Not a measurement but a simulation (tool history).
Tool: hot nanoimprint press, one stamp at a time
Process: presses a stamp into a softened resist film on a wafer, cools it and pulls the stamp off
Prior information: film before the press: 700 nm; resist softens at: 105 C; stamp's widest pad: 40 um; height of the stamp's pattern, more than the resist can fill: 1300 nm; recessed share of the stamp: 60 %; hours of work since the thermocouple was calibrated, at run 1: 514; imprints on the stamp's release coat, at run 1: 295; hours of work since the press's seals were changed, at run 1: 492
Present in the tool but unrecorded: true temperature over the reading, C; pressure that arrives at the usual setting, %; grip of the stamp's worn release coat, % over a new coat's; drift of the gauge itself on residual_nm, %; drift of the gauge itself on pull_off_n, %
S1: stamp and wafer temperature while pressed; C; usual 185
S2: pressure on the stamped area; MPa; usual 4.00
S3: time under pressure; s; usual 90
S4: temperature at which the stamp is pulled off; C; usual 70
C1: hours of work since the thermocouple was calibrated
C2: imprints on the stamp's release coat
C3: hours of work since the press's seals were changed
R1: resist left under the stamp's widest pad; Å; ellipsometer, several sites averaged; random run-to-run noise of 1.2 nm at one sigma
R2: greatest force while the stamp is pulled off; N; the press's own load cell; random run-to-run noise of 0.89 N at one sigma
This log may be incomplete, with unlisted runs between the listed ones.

Run 1, day 0.000: usual settings; C1 514; C2 295; C3 492. Result: R1 3107 Å, R2 129.4 N.
Run 2, day 0.629: usual settings; C1 522; C2 351; C3 499. Result: R1 3134 Å, R2 128.3 N.
Run 3, day 1.783: usual settings but S1 194 C; C1 536; C2 454; C3 513. Result: R1 2231 Å, R2 126.9 N.
Run 4, day 2.933: usual settings but S1 194 C; C1 550; C2 557; C3 527. Result: R1 2243 Å, R2 126.8 N.
Run 5, day 3.592: usual settings but S1 194 C; C1 558; C2 616; C3 535. Result: R1 2217 Å, R2 126.7 N.
Run 6, day 4.538: usual settings; C1 570; C2 701; C3 547. Result: R1 3116 Å, R2 127.9 N.
Run 7, day 5.492: usual settings; C1 581; C2 786; C3 559. Result: R1 3122 Å, R2 128.0 N.
Run 8, day 6.158: usual settings but S1 179 C, S4 62 C; C1 590; C2 846; C3 567. Result: R1 3963 Å, R2 153.4 N.
Run 9, day 6.908: usual settings but S1 179 C, S3 155 s, S4 62 C; C1 599; C2 913; C3 576. Result: R1 3313 Å, R2 151.8 N.
At day 7.121: plate thermocouple calibrated.
Run 10, day 8.125: usual settings but S1 179 C, S2 6.14 MPa, S3 82 s, S4 62 C; C1 12; C2 1010; C3 589. Result: R1 3273 Å, R2 154.0 N.
Run 11, day 9.267: usual settings but S3 56 s; C1 26; C2 1112; C3 603. Result: R1 3677 Å, R2 128.7 N.
Run 12, day 9.854: usual settings but S3 145 s; C1 33; C2 1165; C3 610. Result: R1 2670 Å, R2 126.6 N.
Run 13, day 10.788: usual settings but S1 173 C, S2 5.55 MPa, S3 145 s, S4 60 C; C1 45; C2 1248; C3 622. Result: R1 3720 Å, R2 158.2 N.
Run 14, day 11.829: usual settings but S3 178 s, S4 66 C; C1 57; C2 1342; C3 634. Result: R1 2486 Å, R2 139.5 N.

Hidden state or all else? Some run-to-run changes of R1, split into what the settings, what came in and random variation would give without the hidden state, and what is left for the hidden state (with any gauge scatter that isn't in both results):
Run 9 -> 10: S2 4.00 -> 6.14, S3 155 -> 82, plate thermocouple calibrated. R1 -40 Å: hidden state +19, all else -59.
Run 13 -> 14: S1 173 -> 185, S2 5.55 -> 4.00, S3 145 -> 178, S4 60 -> 66. R1 -1234 Å: hidden state -1, all else -1233.

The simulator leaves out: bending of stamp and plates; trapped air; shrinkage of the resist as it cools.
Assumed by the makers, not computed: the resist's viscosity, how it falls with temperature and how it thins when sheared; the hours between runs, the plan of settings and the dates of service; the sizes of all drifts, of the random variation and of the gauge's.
